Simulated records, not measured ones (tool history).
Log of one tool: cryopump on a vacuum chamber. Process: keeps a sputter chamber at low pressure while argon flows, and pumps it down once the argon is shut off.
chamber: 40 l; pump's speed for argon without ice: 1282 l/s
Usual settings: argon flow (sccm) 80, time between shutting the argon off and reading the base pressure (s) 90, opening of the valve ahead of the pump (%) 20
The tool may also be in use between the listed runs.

run	day	argon flow (sccm)	time between shutting the argon off and reading the base pressure (s)	opening of the valve ahead of the pump (%)	pressure while argon flows (Pa)	pressure after the wait (uPa)
1	0.000	80	90	20	0.5349	3.33
2	2.979	80	90	20	0.5412	3.47
3	4.846	80	90	38	0.2886	3.55
4	7.388	80	90	38	0.2899	3.57
5	9.925	80	90	38	0.2907	3.66
6	14.458	80	90	20	0.5416	3.67
7	18.912	80	90	20	0.5404	3.91
8	23.271	146	90	20	0.9939	4.00
# day 25.250: pump warmed up, emptied and cooled again
9	25.925	80	90	20	0.5249	3.80
10	28.833	80	90	20	0.5295	3.76
11	31.050	80	29	20	0.5322	6.44
12	34.221	80	90	20	0.5309	4.00
# day 35.675: leaking fittings of the chamber tightened, without venting
13	38.583	80	90	20	0.5310	1.67
14	40.562	80	90	20	0.5315	1.70
15	44.275	80	90	20	0.5351	1.74
16	48.100	80	90	20	0.5381	1.85
17	52.662	80	90	20	0.5352	1.86
18	56.312	80	90	20	0.5359	2.01
19	58.733	50	20	36	0.1889	6.59

Run 20 comes next. What will it give?
20	63.033	80	50	20	?	?

{"run 20": {"pressure while argon flows (Pa)": 0.5381, "pressure after the wait (uPa)": 3.11}}
Without the tool's hidden state the same run would have given pressure while argon flows (Pa) 0.5266, pressure after the wait (uPa) 2.46.

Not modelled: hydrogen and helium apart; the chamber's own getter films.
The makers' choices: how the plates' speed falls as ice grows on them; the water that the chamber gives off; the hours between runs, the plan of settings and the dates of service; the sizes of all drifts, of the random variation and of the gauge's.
